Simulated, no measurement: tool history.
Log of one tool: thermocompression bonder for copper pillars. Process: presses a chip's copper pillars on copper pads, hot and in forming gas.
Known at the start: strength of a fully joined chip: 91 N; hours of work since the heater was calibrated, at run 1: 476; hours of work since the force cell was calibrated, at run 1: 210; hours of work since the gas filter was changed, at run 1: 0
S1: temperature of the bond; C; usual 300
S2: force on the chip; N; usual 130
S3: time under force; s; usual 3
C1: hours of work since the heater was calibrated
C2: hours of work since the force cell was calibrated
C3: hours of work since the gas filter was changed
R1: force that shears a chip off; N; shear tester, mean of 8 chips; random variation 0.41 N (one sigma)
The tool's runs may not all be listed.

run,hour,S1,S2,S3,C1,C2,C3,R1
1,0,300,130,3,476,210,0,58.2
2,7.4,300,130,3,481,215,5,58.1
3,12.6,300,88,3,484,219,9,48.9
4,19.6,300,130,3,489,224,14,59.1
5,25.9,300,130,3,494,228,18,57.8
6,34.7,300,130,3,500,235,25,58.8
7,42.6,300,130,3,506,240,30,58.1
8,48.5,300,130,9,510,244,34,75.6
9,57.2,300,130,9,516,250,41,75.1
10,64.8,300,130,9,522,256,46,75.7
11,70.5,300,130,3,526,260,50,58
12,75.8,300,130,3,529,264,54,58.4
13,83.3,300,130,3,535,269,59,58.6
14,89.2,300,130,3,539,273,63,58.4
15,96.6,300,130,3,544,278,69,58.4
16,106.7,300,130,3,551,286,76,59
17,112.1,272,130,3,555,289,80,41.4
18,118.1,300,119,3,559,294,84,56.7
19,127.1,300,130,8,566,300,90,73.8
20,137.2,320,130,3,573,307,97,70.5
21,144.4,320,120,3,578,312,102,68.7
22,149.1,279,159,2,581,316,106,43.6
23,159,285,106,7,588,323,113,57.7
24,165,300,130,3,593,327,117,58.9
# hour 167.4: heater calibrated with a thermocouple chip
25,171.8,300,130,3,3,330,121,58.8
26,177.6,300,130,8,7,335,125,73.5
27,183.7,300,130,8,12,339,129,74.7
28,193.7,274,178,3,19,346,136,51.1
29,202.5,287,192,6,25,352,142,72.3
# hour 213.4: heater calibrated with a thermocouple chip, once more
30,213.7,314,90,5,0,359,149,63.3
31,220.4,314,90,5,5,363,154,62
32,224.9,312,195,4,8,367,157,75.8
33,229.5,284,195,6,11,370,160,67.8
34,237.7,308,88,6,17,376,166,61.9
35,246.1,300,130,3,23,382,172,55.5
36,251,300,130,3,27,385,175,55.6

Run 37 comes next. What will it give?
37,256.3,309,122,3,30,389,179,?

{"run 37": {"R1": 59.1}}
Without the tool's hidden state the same run would have given R1 60.4 N.

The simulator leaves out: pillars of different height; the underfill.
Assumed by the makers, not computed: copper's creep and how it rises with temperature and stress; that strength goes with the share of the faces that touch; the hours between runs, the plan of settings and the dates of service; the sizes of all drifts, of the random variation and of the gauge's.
